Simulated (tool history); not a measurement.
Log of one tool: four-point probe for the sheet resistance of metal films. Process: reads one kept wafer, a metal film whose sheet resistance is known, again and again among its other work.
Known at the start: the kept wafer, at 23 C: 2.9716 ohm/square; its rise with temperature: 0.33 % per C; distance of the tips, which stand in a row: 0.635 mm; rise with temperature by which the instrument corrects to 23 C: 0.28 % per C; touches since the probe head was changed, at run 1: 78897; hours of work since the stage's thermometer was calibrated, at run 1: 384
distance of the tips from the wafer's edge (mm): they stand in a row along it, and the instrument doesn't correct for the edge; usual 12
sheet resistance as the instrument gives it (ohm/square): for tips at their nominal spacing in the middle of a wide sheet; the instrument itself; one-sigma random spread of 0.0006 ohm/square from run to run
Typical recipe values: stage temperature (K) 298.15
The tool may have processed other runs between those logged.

run     day  stage temperature (K)  distance of the tips from the wafer's edge (mm)  touches since the probe head was changed  hours of work since the stage's thermometer was calibrated  sheet resistance as the instrument gives it (ohm/square)
  1   0.000                 298.15                                               12                                     78897                                                         384                                                  2.973599
  2   1.304                 298.15                                               12                                     79988                                                         406                                                  2.973926
  3   3.158                 298.15                                               12                                     81543                                                         436                                                  2.974051
  4   4.588                 298.15                                               21                                     82741                                                         459                                                  2.971297
  5   6.808                 295.15                                               12                                     84601                                                         495                                                  2.968903
  6   8.988                 295.15                                               12                                     86426                                                         531                                                  2.969188
  7  11.788                 295.15                                               12                                     88772                                                         577                                                  2.968874
  8  13.483                 295.15                                               12                                     90193                                                         604                                                  2.969647
  9  16.271                 295.15                                               12                                     92530                                                         650                                                  2.969668
 10  17.625                 302.15                                               12                                     93665                                                         672                                                  2.977832
 11  19.704                 302.15                                               12                                     95407                                                         706                                                  2.977458
 12  21.912                 302.15                                               12                                     97255                                                         742                                                  2.976614
 13  24.962                 302.15                                               12                                     99810                                                         792                                                  2.977047
 14  27.088                 298.15                                                5                                    101592                                                         826                                                  2.991953
 15  28.762                 298.15                                                5                                    102994                                                         853                                                  2.991558
 16  31.638                 298.15                                               27                                    105405                                                         900                                                  2.966060
 17  34.329                 302.15                                               12                                    107658                                                         944                                                  2.975154
 18  36.383                 302.15                                               12                                    109381                                                         978                                                  2.975391
 19  38.067                 298.15                                               54                                    110789                                                        1005                                                  2.965619
 20  40.329                 297.15                                               67                                    112687                                                        1042                                                  2.963742
 21  42.650                 304.15                                               12                                    114630                                                        1080                                                  2.977139
 22  45.500                 295.15                                                7                                    117020                                                        1127                                                  2.973226
 23  47.438                 300.15                                               23                                    118641                                                        1158                                                  2.967540
 24  49.421                 302.15                                               33                                    120303                                                        1190                                                  2.969529

The next listed run, before its measurement:
 25  51.054                 302.15                                               33                                    121670                                                        1217                                                         ?

sheet resistance as the instrument gives it (ohm/square): 2.969568
Were there no unlogged condition in the tool, this run, its random variation unchanged, would have produced sheet resistance as the instrument gives it (ohm/square) 2.980203.
